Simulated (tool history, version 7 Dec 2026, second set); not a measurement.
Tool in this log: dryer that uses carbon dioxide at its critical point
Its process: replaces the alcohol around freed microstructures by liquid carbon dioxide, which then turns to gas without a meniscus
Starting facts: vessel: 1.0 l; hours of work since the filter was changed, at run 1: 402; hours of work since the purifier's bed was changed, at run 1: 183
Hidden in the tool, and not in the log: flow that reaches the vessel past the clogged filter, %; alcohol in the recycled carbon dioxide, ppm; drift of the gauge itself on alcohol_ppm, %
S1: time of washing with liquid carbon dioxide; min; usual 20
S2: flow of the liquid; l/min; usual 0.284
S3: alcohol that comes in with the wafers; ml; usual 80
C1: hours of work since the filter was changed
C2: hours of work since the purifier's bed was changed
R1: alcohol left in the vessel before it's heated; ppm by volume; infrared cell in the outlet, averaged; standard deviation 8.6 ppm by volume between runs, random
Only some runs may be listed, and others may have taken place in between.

run,hour,S1,S2,S3,C1,C2,R1
1,0,20,0.284,80,402,183,784
2,8.4,20,0.284,80,408,189,794
3,17.5,13,0.284,80,414,196,3876
4,26.2,13,0.284,80,420,202,3825
5,35.7,20,0.239,80,427,209,1657
6,42.7,20,0.284,80,432,214,813
7,52.9,20,0.284,80,439,221,821
8,60.8,20,0.284,80,445,227,830
9,67.9,20,0.378,80,450,232,253
10,75.3,20,0.378,80,455,237,265
11,80.3,20,0.378,80,459,240,261
12,87.8,20,0.378,80,464,246,256
13,98.1,20,0.284,80,472,253,850
# hour 103.9: inlet filter changed
14,107.2,20,0.284,80,2,259,588
15,115.4,20,0.284,21,8,265,225
16,120.3,20,0.284,21,12,268,244
17,128.9,20,0.284,21,18,274,234
18,134.6,20,0.284,80,22,278,614
19,140.7,20,0.284,80,26,283,612
20,145.6,20,0.284,80,30,286,606
21,153.5,20,0.284,62,35,292,519
22,158.4,20,0.175,80,39,295,3638
23,167.2,20,0.175,32,45,302,1552
24,172.1,29,0.284,37,49,305,144
25,177.5,29,0.284,37,52,309,159
26,184.8,17,0.284,80,58,314,1205
27,190,20,0.231,56,61,318,1041
28,195.5,20,0.372,58,65,322,208
29,201,20,0.172,47,69,326,2336
30,206,20,0.172,47,73,329,2318
31,216.8,20,0.172,47,80,337,2444
32,223.7,20,0.206,79,85,342,2256
33,231.5,20,0.264,30,91,347,429
34,239.5,32,0.474,30,97,353,146
35,244.2,32,0.474,30,100,357,152
36,252.8,14,0.361,80,106,363,1068
37,258.1,14,0.361,80,110,366,1039
38,265.4,14,0.361,80,115,372,1066
39,270,14,0.361,80,118,375,1096
40,280.5,14,0.361,80,126,382,1093
41,285.4,14,0.361,80,129,386,1062
42,291.7,14,0.361,80,134,390,1139
43,297.1,20,0.375,43,138,394,237
44,303.4,29,0.482,43,142,399,169
45,314,20,0.284,23,150,406,342
46,319.4,22,0.284,82,154,410,511

What if the next run were any one of these 4? Each begins from the tool's condition after run 46:
A,324.9,22,0.276,82,157,414,?
B,324.9,14,0.227,41,157,414,?
C,324.9,22,0.284,44,157,414,?
D,324.9,22,0.206,96,157,414,?

run,R1
A,583
B,2778
C,362
D,2014
Without the tool's unlogged condition, the same runs would have read:
run,R1
A,340
B,2356
C,158
D,1601
